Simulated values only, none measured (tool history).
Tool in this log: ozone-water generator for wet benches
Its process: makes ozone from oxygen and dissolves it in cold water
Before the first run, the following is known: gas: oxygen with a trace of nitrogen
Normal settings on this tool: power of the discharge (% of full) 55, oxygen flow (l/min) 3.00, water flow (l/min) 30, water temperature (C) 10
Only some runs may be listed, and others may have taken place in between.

run	hour	power of the discharge (% of full)	oxygen flow (l/min)	water flow (l/min)	water temperature (C)	dissolved ozone (ppm)	ozone in the gas ahead of the water (g/m3)
1	0.0	55	3.00	30	10	9.5	145.9
2	34.0	55	3.00	30	10	9.7	146.5
3	54.1	55	3.00	30	10	9.4	147.3
4	78.0	55	3.00	30	10	9.5	146.6
5	103.9	55	3.00	30	10	9.6	148.2
6	131.5	81	3.00	30	10	13.4	209.4
7	159.5	55	3.00	30	10	9.5	147.1
8	177.9	55	3.00	30	10	9.5	147.8
9	209.6	55	3.00	30	10	9.6	148.1
10	244.9	55	3.00	30	10	9.5	146.9
11	265.6	55	3.00	30	10	9.5	144.0
12	293.0	55	3.00	30	10	9.5	146.9
13	318.2	55	3.00	30	10	9.6	147.7
14	343.6	64	1.82	31	15	8.0	198.0
15	369.8	64	1.82	31	15	7.9	199.1
16	407.9	88	4.06	21	7	23.6	200.8
17	434.5	88	4.06	21	7	23.9	203.9
18	464.4	88	4.06	21	7	24.0	202.1
19	494.6	50	4.06	37	7	8.0	122.5
20	515.8	50	4.06	37	7	8.2	121.6
21	534.6	50	4.06	37	7	8.1	121.9
22	558.4	55	3.00	22	10	13.0	146.1
23	588.9	55	3.00	22	8	13.4	146.7
24	612.9	96	4.61	31	11	17.9	207.0
25	639.0	96	1.81	39	11	8.8	286.5
26	673.7	96	1.81	39	11	8.9	286.0

5 ways to go on from here, each from the tool as it stands after run 26. What would each give?
A	709.0	55	2.65	30	10	?	?
B	709.0	57	1.67	35	11	?	?
C	709.0	57	1.81	39	6	?	?
D	709.0	96	1.81	29	11	?	?
E	709.0	55	2.82	35	15	?	?

run	dissolved ozone (ppm)	ozone in the gas ahead of the water (g/m3)
A	8.9	152.5
B	6.1	183.9
C	5.8	179.6
D	12.3	286.5
E	7.6	152.5
Take away the tool's hidden state, keep each run's random variation, and the runs would have read:
run	dissolved ozone (ppm)	ozone in the gas ahead of the water (g/m3)
A	8.9	152.6
B	6.1	184.0
C	5.8	179.6
D	12.4	286.6
E	7.6	152.5
